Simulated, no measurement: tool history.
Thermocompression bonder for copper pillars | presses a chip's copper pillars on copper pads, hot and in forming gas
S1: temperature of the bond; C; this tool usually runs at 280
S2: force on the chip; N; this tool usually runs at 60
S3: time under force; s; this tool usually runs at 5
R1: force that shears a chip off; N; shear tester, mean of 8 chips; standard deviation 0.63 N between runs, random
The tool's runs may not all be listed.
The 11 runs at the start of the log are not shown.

run 12 hour=462.4 | S1=279 S2=60 S3=5 | R1=44.6
run 13 hour=504 | S1=279 S2=60 S3=5 | R1=43.8
run 14 hour=556.2 | S1=280 S2=60 S3=5 | R1=44.7
run 15 hour=594 | S1=280 S2=60 S3=5 | R1=43.4
run 16 hour=625.4 | S1=280 S2=60 S3=5 | R1=43.4
run 17 hour=660 | S1=280 S2=60 S3=5 | R1=44.3
-- hour=684.3 heater calibrated with a thermocouple chip
run 18 hour=701.7 | S1=280 S2=60 S3=5 | R1=46.2
run 19 hour=747.6 | S1=280 S2=60 S3=3 | R1=39.9
-- hour=781.9 heater calibrated with a thermocouple chip, once more
run 20 hour=793.7 | S1=280 S2=86 S3=5 | R1=50.8
run 21 hour=830.3 | S1=273 S2=41 S3=5 | R1=23.3
run 22 hour=864.3 | S1=273 S2=41 S3=5 | R1=23.2
run 23 hour=904.5 | S1=304 S2=80 S3=14 | R1=74.1
run 24 hour=933.7 | S1=304 S2=80 S3=14 | R1=76.6
run 25 hour=968.4 | S1=280 S2=67 S3=4 | R1=36.8
-- hour=976.6 forming gas filter changed
run 26 hour=999.5 | S1=303 S2=39 S3=9 | R1=47.8
run 27 hour=1041.8 | S1=303 S2=39 S3=9 | R1=47.7
run 28 hour=1080 | S1=303 S2=39 S3=9 | R1=47.3
run 29 hour=1107.9 | S1=303 S2=39 S3=9 | R1=48.7
run 30 hour=1132.8 | S1=303 S2=39 S3=9 | R1=47.2
run 31 hour=1189.2 | S1=307 S2=60 S3=9 | R1=65.3
run 32 hour=1220.5 | S1=307 S2=60 S3=9 | R1=65.5

For run 33, what comes out?
run 33 hour=1257.4 | S1=286 S2=60 S3=5 | R1=?

R1: 44.2 N
Had the tool carried no hidden state, the very same run would have given R1 46.2 N.
